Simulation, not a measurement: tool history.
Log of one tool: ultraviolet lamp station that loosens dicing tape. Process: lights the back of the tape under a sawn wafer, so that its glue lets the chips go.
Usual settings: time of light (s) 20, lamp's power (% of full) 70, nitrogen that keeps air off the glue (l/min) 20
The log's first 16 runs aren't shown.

run	hour	time of light (s)	lamp's power (% of full)	nitrogen that keeps air off the glue (l/min)	hours of work of the lamp	hours of work since the window was cleaned	force that peels the tape off (N)	light that reached the tape (mJ/cm2)
17	202	20	70	28	387	51	0.53	492
18	218.6	20	70	28	400	64	0.512	483
19	233	20	83	28	411	76	0.381	574
20	250.1	21	60	31	425	90	0.606	439
21	265.8	16	83	16	438	102	0.687	461
22	273	36	96	9	443	108	0.116	1200
23	285	20	80	20	453	118	0.449	554
24	296.3	20	80	20	462	127	0.444	556
25	305.6	15	72	20	469	134	0.917	379
26	317.8	15	68	14	479	144	1.076	356
27	329.7	24	85	20	489	153	0.262	705
28	340.7	15	70	8	497	162	1.229	363
29	352.5	16	73	20	507	171	0.809	407
30	368.2	16	73	20	519	184	0.801	404
31	379.3	10	69	23	528	193	1.497	234
32	394.9	10	69	23	541	205	1.532	237
# hour 397.8: window cleaned of glue's vapour
33	409.7	13	74	18	552	9	1.122	333
34	424.1	13	74	18	564	21	1.115	334
35	433.5	13	63	16	571	28	1.385	280
36	450.5	20	69	20	585	42	0.587	480

3 ways to go on from here, each from the tool as it stands after run 36. What would each give?
A	466	20	82	20	597	54	?	?
B	466	20	89	31	597	54	?	?
C	466	20	68	23	597	54	?	?

run	force that peels the tape off (N)	light that reached the tape (mJ/cm2)
A	0.44	564
B	0.305	612
C	0.582	471
Without the tool's hidden state the same runs would have given:
run	force that peels the tape off (N)	light that reached the tape (mJ/cm2)
A	0.438	566
B	0.304	614
C	0.579	472
